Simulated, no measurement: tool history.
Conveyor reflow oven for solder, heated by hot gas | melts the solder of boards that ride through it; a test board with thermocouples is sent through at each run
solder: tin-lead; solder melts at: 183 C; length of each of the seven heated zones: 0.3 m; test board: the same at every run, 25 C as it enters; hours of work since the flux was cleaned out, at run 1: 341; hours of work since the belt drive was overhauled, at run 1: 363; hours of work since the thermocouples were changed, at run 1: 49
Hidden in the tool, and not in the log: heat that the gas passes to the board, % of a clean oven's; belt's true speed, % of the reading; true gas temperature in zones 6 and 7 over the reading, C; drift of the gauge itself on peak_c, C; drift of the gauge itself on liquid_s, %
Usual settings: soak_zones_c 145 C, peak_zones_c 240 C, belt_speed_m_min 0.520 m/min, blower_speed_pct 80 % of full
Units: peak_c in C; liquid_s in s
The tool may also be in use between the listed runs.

run,day,soak_zones_c,peak_zones_c,belt_speed_m_min,blower_speed_pct,hours of work since the flux was cleaned out,hours of work since the belt drive was overhauled,hours of work since the thermocouples were changed,peak_c,liquid_s
1,0.000,145,240,0.520,80,341,363,49,223.4,58.5
2,0.567,145,240,0.520,80,351,373,59,223.1,58.3
3,1.150,145,240,0.520,80,362,384,70,222.9,57.9
4,1.529,145,240,0.520,80,369,391,77,222.8,58.0
5,2.083,145,240,0.520,80,379,401,87,222.7,58.4
6,2.629,158,240,0.520,80,389,411,97,224.9,64.7
7,3.238,158,240,0.520,80,400,422,108,225.2,64.5
# day 3.579: flux residue cleaned out of gas plates and filters
8,3.721,158,240,0.520,80,3,427,113,227.8,66.0
9,3.971,145,240,0.493,80,7,431,118,226.8,64.5
10,4.575,145,240,0.493,80,18,442,129,227.2,64.4
11,5.071,145,240,0.493,80,27,452,138,227.1,64.5
12,5.546,145,240,0.493,65,36,460,147,224.6,62.7
13,5.850,145,238,0.493,65,41,466,152,222.6,61.5
14,6.362,145,238,0.493,65,51,475,161,222.5,61.6
15,6.721,145,238,0.493,65,57,482,168,222.9,61.7
16,7.188,131,248,0.520,86,66,490,176,231.3,58.8
17,7.704,152,240,0.520,80,75,500,186,226.6,63.1
18,8.288,152,240,0.520,80,86,510,197,226.2,63.0
19,8.775,136,240,0.520,80,95,519,205,223.8,56.1
20,9.375,136,248,0.437,79,106,530,216,235.8,74.7
21,9.925,136,248,0.437,79,116,540,226,235.8,74.8
22,10.462,136,248,0.611,85,126,550,236,225.5,48.4
23,10.954,145,240,0.520,51,135,559,245,219.7,55.4
24,11.446,145,240,0.520,51,144,568,254,219.0,55.8
25,11.858,145,238,0.510,80,151,575,262,223.7,60.3
26,12.300,153,240,0.520,72,159,583,270,224.8,62.7
27,12.904,130,237,0.520,76,170,595,281,219.1,51.6
28,13.183,130,237,0.520,76,175,600,286,218.7,51.4
29,13.762,130,237,0.520,76,186,610,296,218.7,51.2
30,14.062,145,247,0.468,80,191,616,302,234.2,71.6

4 ways to go on from here, each from the tool as it stands after run 30. What would each give?
A,14.312,145,240,0.542,80,196,620,307,?,?
B,14.312,143,247,0.495,87,196,620,307,?,?
C,14.312,147,247,0.584,60,196,620,307,?,?
D,14.312,145,250,0.468,80,196,620,307,?,?

run,peak_c,liquid_s
A,223.3,56.6
B,233.1,66.8
C,223.4,52.6
D,236.6,72.9
Without the tool's hidden state the same runs would have given:
run,peak_c,liquid_s
A,224.0,56.1
B,233.8,66.0
C,224.0,52.1
D,237.2,71.8
